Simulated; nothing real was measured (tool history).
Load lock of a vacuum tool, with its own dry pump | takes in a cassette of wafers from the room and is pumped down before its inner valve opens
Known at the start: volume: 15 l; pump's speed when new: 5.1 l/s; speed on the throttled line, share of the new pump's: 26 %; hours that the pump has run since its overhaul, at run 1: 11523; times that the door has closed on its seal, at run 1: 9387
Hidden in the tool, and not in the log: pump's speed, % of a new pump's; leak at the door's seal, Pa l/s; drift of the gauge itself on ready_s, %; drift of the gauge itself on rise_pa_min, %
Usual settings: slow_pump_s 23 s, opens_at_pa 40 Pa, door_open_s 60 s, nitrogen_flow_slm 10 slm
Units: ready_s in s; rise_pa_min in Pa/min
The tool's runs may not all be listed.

run    hour  slow_pump_s  opens_at_pa  door_open_s  nitrogen_flow_slm  hours that the pump has run since its overhaul  times that the door has closed on its seal  incoming humidity of the room's air, %  ready_s  rise_pa_min
  1       0           23           40           60                 10                                           11523                                        9387                                    46.9     39.9        0.059
  2   119.4           23           40           60                 10                                           11643                                        9722                                    44.9     40.3        0.059
  3   237.4           23           40           60                 10                                           11761                                       10054                                    43.4     40.1        0.053
  4   357.7           23           40           60                 10                                           11881                                       10392                                    43.7     40.7        0.058
  5   465.5           23           40           60                 10                                           11989                                       10695                                    44.1     39.9        0.056
      505.2  -- dry pump taken out, an overhauled one fitted
  6   545.3           23           40           60                 10                                              40                                       10902                                    44.9     40.3        0.056
  7   667.4           23           40           60                 10                                             162                                       11246                                    43.8     40.5         0.06
  8   825.5           23           40           60                 10                                             320                                       11690                                    47.2     39.9         0.06
  9   960.7           23           40           60                 10                                             456                                       12070                                    46.3     39.5         0.06
 10  1105.2           23           40           60                 10                                             600                                       12476                                    46.2     39.5        0.057
 11  1188.8           23           40           60                 10                                             684                                       12711                                    46.1     40.3        0.052
 12  1342.7           23           38          235                  5                                             838                                       13143                                    44.7     40.1        0.128
 13  1453.2           19           48           60                 10                                             948                                       13453                                    48.3     36.7        0.061
 14  1589.5           39           48           60                  4                                            1084                                       13837                                    47.5     51.1        0.086
 15    1674           23           40          143                  6                                            1169                                       14074                                    48.9     39.5         0.11
 16  1779.1           23           40          143                  6                                            1274                                       14369                                      44     40.3        0.095
 17  1900.2           36           40           60                 10                                            1395                                       14710                                    46.5     49.9        0.056
 18  2056.4           36           40           60                 10                                            1551                                       15148                                    45.5       50        0.056
 19  2123.6           23           77           27                 41                                            1618                                       15337                                    44.9     38.7        0.022
 20  2244.4           13           40           60                  4                                            1739                                       15676                                    43.9     32.7         0.08
 21  2366.5           23           71           86                 21                                            1861                                       16020                                    49.7     38.7        0.044

4 ways to go on from here, each from the tool as it stands after run 21. What would each give?
  A  2496.1           13           40           60                 32                                            1991                                       16384                                    44.5        ?            ?
  B  2496.1           23           65           60                 10                                            1991                                       16384                                    47.8        ?            ?
  C  2496.1           23           40          134                 10                                            1991                                       16384                                    45.7        ?            ?
  D  2496.1           23           40           75                 10                                            1991                                       16384                                      43        ?            ?

run  ready_s  rise_pa_min
  A       33        0.035
  B     38.6        0.061
  C     40.5        0.081
  D       40        0.061
Without the tool's hidden state the same runs would have given:
run  ready_s  rise_pa_min
  A       33        0.034
  B     38.6        0.061
  C     40.5        0.081
  D       40        0.061

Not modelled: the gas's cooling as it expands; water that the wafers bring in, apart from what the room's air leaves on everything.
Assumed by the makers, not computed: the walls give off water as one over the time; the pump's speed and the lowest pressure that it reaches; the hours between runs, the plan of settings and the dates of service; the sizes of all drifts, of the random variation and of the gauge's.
